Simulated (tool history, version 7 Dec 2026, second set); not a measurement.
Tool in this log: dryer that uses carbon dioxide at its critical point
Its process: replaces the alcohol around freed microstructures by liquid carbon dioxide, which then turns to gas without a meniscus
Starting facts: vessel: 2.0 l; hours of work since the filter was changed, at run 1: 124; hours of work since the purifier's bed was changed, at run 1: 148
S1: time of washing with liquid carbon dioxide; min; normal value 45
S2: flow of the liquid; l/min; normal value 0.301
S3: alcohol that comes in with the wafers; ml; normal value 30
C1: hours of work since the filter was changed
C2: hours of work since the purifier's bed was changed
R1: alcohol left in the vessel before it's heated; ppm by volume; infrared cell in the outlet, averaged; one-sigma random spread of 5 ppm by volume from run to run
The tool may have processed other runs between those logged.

run    day  S1     S2  S3   C1   C2   R1
  1      0  45  0.301  30  124  148   96
  2  0.608  45  0.301  24  131  155   90
  3  1.425  45  0.301  24  140  164   99
  4  2.717  45  0.301  30  154  178  119
  5  3.762  45  0.301  30  165  190  113
  6  4.496  45  0.301  30  174  198  124
  7    5.4  45  0.301  30  183  208  128
  8  6.783  71  0.288  30  199  223  109
  9  7.379  71  0.288  30  205  229  110
 10  8.796  27  0.451  30  221  245  163

Alternative continuations, all from the tool just after run 10; predict every row:
  A  9.867  50  0.208   34  232  256   ?
  B  9.867  39  0.424   30  232  256   ?
  C  9.867  38  0.367   44  232  256   ?
  D  9.867  33  0.367  115  232  256   ?

run   R1
  A  275
  B  134
  C  161
  D  325
With no hidden state in the tool, these same runs would have given:
run   R1
  A  109
  B   16
  C   31
  D  134

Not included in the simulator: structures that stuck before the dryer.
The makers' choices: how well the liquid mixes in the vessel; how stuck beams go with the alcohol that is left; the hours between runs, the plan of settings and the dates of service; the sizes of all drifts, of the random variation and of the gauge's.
